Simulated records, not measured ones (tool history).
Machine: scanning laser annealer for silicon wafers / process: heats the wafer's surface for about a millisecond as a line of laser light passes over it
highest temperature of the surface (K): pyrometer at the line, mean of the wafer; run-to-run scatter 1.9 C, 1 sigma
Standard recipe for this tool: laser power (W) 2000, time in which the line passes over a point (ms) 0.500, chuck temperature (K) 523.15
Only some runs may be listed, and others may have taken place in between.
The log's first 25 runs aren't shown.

run,hour,laser power (W),time in which the line passes over a point (ms),chuck temperature (K),highest temperature of the surface (K)
26,1556.0,1816,0.505,499.15,1213.15
# hour 1567.4: window over the wafer cleaned
27,1627.2,1816,0.505,499.15,1244.15
28,1669.7,2049,0.484,519.15,1351.15
29,1725.9,2049,0.484,519.15,1343.15
30,1783.7,2049,0.484,519.15,1341.15
31,1876.9,1839,0.354,523.15,1131.15
32,1942.2,2118,0.417,487.15,1257.15
33,2021.7,2000,0.499,504.15,1302.15
34,2091.7,2053,0.390,530.15,1242.15
35,2173.5,1765,0.417,505.15,1127.15
36,2224.6,1765,0.417,505.15,1122.15
37,2273.2,1781,0.487,509.15,1190.15
38,2328.0,1848,0.443,547.15,1219.15

3 ways to go on from here, each from the tool as it stands after run 38. What would each give?
A,2412.6,2000,0.410,548.15,?
B,2412.6,2000,0.412,523.15,?
C,2412.6,1720,0.413,562.15,?

run,highest temperature of the surface (K)
A,1243.15
B,1221.15
C,1153.15
Without the tool's hidden state the same runs would have given:
run,highest temperature of the surface (K)
A,1300.15
B,1279.15
C,1202.15
